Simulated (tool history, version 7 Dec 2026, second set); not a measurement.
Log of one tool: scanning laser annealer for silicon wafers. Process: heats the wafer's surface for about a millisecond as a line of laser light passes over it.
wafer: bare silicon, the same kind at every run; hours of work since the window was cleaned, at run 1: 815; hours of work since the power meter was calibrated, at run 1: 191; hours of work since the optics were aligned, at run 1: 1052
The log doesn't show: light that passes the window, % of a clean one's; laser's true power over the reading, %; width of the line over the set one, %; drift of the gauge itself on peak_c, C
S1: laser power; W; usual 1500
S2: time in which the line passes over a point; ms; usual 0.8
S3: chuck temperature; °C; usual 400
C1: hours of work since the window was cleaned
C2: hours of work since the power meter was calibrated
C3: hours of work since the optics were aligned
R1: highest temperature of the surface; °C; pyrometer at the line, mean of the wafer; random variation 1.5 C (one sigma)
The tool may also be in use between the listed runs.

run    day    S1     S2   S3   C1   C2    C3    R1
  1      0  1500    0.8  400  815  191  1052  1200
  2  0.371  1500    0.8  400  821  198  1058  1198
  3  0.617  1500    0.8  400  826  202  1063  1198
  4  0.992  1500    0.8  400  833  209  1070  1197
  5  1.238  1500    0.8  400  837  213  1074  1197
  6  1.517  1500    0.8  400  842  218  1079  1200
  7  1.929  1500    0.8  400  850  226  1087  1199
  8  2.154  1500  0.817  400  854  230  1091  1208
  9  2.483  1500    0.8  395  860  236  1097  1196
 10  2.825  1360  0.958  400  866  242  1103  1206
 11  3.233  1360  0.958  400  873  250  1110  1210
     3.488  -- window over the wafer cleaned
 12  3.617  1346  0.958  400    2  255  1116  1212

Forecast each of these 4 alternatives for the next run:
  A  3.858  1346  0.989  400   7  259  1120   ?
  B  3.858  1527  0.626  433   7  259  1120   ?
  C  3.858  1493    0.8  378   7  259  1120   ?
  D  3.858  1500  0.806  400   7  259  1120   ?

run    R1
  A  1227
  B  1148
  C  1185
  D  1212
Without the tool's hidden state the same runs would have given:
run    R1
  A  1234
  B  1155
  C  1192
  D  1219

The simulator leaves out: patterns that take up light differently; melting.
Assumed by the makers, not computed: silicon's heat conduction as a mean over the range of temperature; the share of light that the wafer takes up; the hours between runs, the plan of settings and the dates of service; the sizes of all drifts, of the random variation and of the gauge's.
